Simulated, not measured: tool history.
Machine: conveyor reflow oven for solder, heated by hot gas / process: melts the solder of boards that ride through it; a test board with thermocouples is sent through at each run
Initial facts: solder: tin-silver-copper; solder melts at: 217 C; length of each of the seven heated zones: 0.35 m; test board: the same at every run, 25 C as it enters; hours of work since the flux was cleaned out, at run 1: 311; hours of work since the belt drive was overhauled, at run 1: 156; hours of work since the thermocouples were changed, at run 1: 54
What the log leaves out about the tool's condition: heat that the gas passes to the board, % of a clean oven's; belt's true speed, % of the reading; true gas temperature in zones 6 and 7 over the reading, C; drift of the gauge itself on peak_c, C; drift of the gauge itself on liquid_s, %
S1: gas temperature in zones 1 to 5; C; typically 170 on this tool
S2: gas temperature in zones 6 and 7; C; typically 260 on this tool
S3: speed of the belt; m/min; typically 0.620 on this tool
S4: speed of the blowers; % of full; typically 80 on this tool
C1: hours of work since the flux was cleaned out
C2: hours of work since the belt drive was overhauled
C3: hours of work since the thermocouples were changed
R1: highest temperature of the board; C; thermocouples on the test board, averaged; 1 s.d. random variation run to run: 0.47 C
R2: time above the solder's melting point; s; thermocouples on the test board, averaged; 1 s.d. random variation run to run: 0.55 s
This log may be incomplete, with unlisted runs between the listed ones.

run	day	S1	S2	S3	S4	C1	C2	C3	R1	R2
1	0.000	170	260	0.620	80	311	156	54	245.7	44.8
2	0.654	170	260	0.620	80	322	168	66	245.5	44.0
3	1.321	170	260	0.620	80	334	180	77	245.9	45.6
# day 1.883: flux residue cleaned out of gas plates and filters
4	2.542	160	260	0.620	80	12	197	95	246.4	44.4
5	3.192	160	260	0.620	80	23	209	107	247.0	43.4
6	3.996	170	260	0.620	80	37	223	121	247.6	49.0
7	4.888	170	260	0.620	80	53	239	136	247.2	46.9
8	5.504	170	260	0.620	80	64	250	147	247.2	48.2
9	6.038	170	260	0.620	80	73	259	157	247.9	48.0
10	6.492	170	260	0.620	80	81	267	165	247.6	48.6
11	7.525	170	260	0.620	80	99	285	183	247.8	48.0
12	8.071	170	260	0.620	80	109	295	193	247.7	47.0
13	8.858	170	260	0.620	80	123	309	206	247.1	46.7
14	9.879	170	260	0.620	80	141	327	224	247.0	47.2
15	10.879	170	260	0.609	80	158	344	242	246.7	47.7
16	11.738	170	260	0.620	82	174	359	257	246.7	48.2
17	12.583	170	260	0.620	82	188	374	272	247.1	47.3
18	13.383	174	260	0.707	80	203	388	286	243.4	37.7
19	14.312	170	248	0.620	57	219	405	302	229.6	25.0
20	15.100	170	260	0.729	80	233	419	316	240.7	33.9
21	16.175	184	257	0.567	75	252	438	335	246.1	56.2
22	16.738	170	262	0.558	80	262	447	345	250.1	54.9
23	17.188	170	258	0.558	79	270	455	353	246.7	52.6
24	18.162	170	262	0.722	79	287	473	370	242.0	35.1
25	19.112	178	262	0.648	79	303	489	387	246.9	46.7
26	19.829	178	262	0.648	79	316	502	400	247.8	46.9
27	20.704	179	256	0.622	69	331	517	415	240.0	43.8
# day 21.479: flux residue cleaned out of gas plates and filters
28	21.675	179	256	0.622	69	3	531	428	242.6	46.3
29	22.367	169	273	0.538	59	16	543	441	257.4	61.1
30	22.862	169	273	0.538	59	24	552	449	257.0	61.0
31	23.542	169	273	0.538	59	36	564	461	256.7	61.0

Measured minus without-hidden-state, run by run (identical run-to-run variation in each term; gauge scatter may differ):
run	R1	R2
1	-2.4	-2.7
2	-2.6	-2.7
3	-2.7	-2.9
4	+0.3	+0.2
5	+0.1	+0.1
6	+0.0	+0.0
7	-0.1	+0.0
8	-0.3	-0.2
9	-0.3	-0.3
10	-0.4	-0.3
11	-0.6	-0.5
12	-0.7	-0.5
13	-0.8	-0.7
14	-1.0	-0.8
15	-1.1	-0.9
16	-1.4	-1.0
17	-1.5	-1.2
18	-1.8	-1.5
19	-1.4	-2.4
20	-2.4	-2.1
21	-1.5	-1.2
22	-2.0	-1.5
23	-2.0	-1.8
24	-2.9	-2.5
25	-2.6	-1.9
26	-2.8	-2.1
27	-2.5	-2.7
28	+0.0	+0.7
29	+0.0	+0.8
30	-0.1	+0.7
31	-0.1	+0.7
